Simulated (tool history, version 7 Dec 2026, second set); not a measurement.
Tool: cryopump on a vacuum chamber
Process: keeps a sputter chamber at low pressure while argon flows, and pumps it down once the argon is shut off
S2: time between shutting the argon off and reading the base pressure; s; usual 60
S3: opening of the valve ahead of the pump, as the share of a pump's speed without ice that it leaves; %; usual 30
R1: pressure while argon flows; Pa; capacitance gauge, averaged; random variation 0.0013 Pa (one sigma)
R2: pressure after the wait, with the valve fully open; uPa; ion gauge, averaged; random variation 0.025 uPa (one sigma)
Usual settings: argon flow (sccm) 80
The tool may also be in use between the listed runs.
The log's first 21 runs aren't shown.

{"run": 22, "hour": 825.0, "argon flow (sccm)": 65, "S2": 34, "S3": 24, "R1": 0.3316, "R2": 4.58}
{"run": 23, "hour": 859.0, "argon flow (sccm)": 80, "S2": 24, "S3": 28, "R1": 0.3532, "R2": 5.25}
{"run": 24, "hour": 881.7, "argon flow (sccm)": 143, "S2": 134, "S3": 30, "R1": 0.5901, "R2": 3.83}
{"hour": 912.6, "done": "leaking fittings of the chamber tightened, without venting"}
{"run": 25, "hour": 929.9, "argon flow (sccm)": 56, "S2": 47, "S3": 29, "R1": 0.2389, "R2": 1.2}
{"run": 26, "hour": 977.2, "argon flow (sccm)": 70, "S2": 106, "S3": 30, "R1": 0.2959, "R2": 0.73}
{"run": 27, "hour": 1010.3, "argon flow (sccm)": 144, "S2": 60, "S3": 47, "R1": 0.4053, "R2": 1.12}
{"run": 28, "hour": 1053.0, "argon flow (sccm)": 34, "S2": 137, "S3": 30, "R1": 0.1456, "R2": 0.74}
{"run": 29, "hour": 1078.6, "argon flow (sccm)": 34, "S2": 137, "S3": 30, "R1": 0.1459, "R2": 0.75}
{"hour": 1109.1, "done": "pump warmed up, emptied and cooled again"}
{"run": 30, "hour": 1111.9, "argon flow (sccm)": 46, "S2": 181, "S3": 30, "R1": 0.1809, "R2": 0.62}
{"run": 31, "hour": 1139.7, "argon flow (sccm)": 46, "S2": 181, "S3": 27, "R1": 0.2018, "R2": 0.63}
{"run": 32, "hour": 1178.0, "argon flow (sccm)": 58, "S2": 154, "S3": 55, "R1": 0.128, "R2": 0.73}
{"run": 33, "hour": 1228.7, "argon flow (sccm)": 58, "S2": 39, "S3": 27, "R1": 0.2565, "R2": 1.6}
{"run": 34, "hour": 1257.3, "argon flow (sccm)": 50, "S2": 59, "S3": 30, "R1": 0.2012, "R2": 1.26}

Forecast each of these 3 alternatives for the next run:
{"run": "A", "hour": 1300.9, "argon flow (sccm)": 44, "S2": 170, "S3": 21, "R1": "?", "R2": "?"}
{"run": "B", "hour": 1300.9, "argon flow (sccm)": 50, "S2": 59, "S3": 56, "R1": "?", "R2": "?"}
{"run": "C", "hour": 1300.9, "argon flow (sccm)": 37, "S2": 60, "S3": 19, "R1": "?", "R2": "?"}

run=A R1=0.2525 R2=0.8
run=B R1=0.1113 R2=1.28
run=C R1=0.2351 R2=1.25
Without the tool's hidden state the same runs would have given:
run=A R1=0.2459 R2=0.49
run=B R1=0.1038 R2=0.97
run=C R1=0.2295 R2=0.95
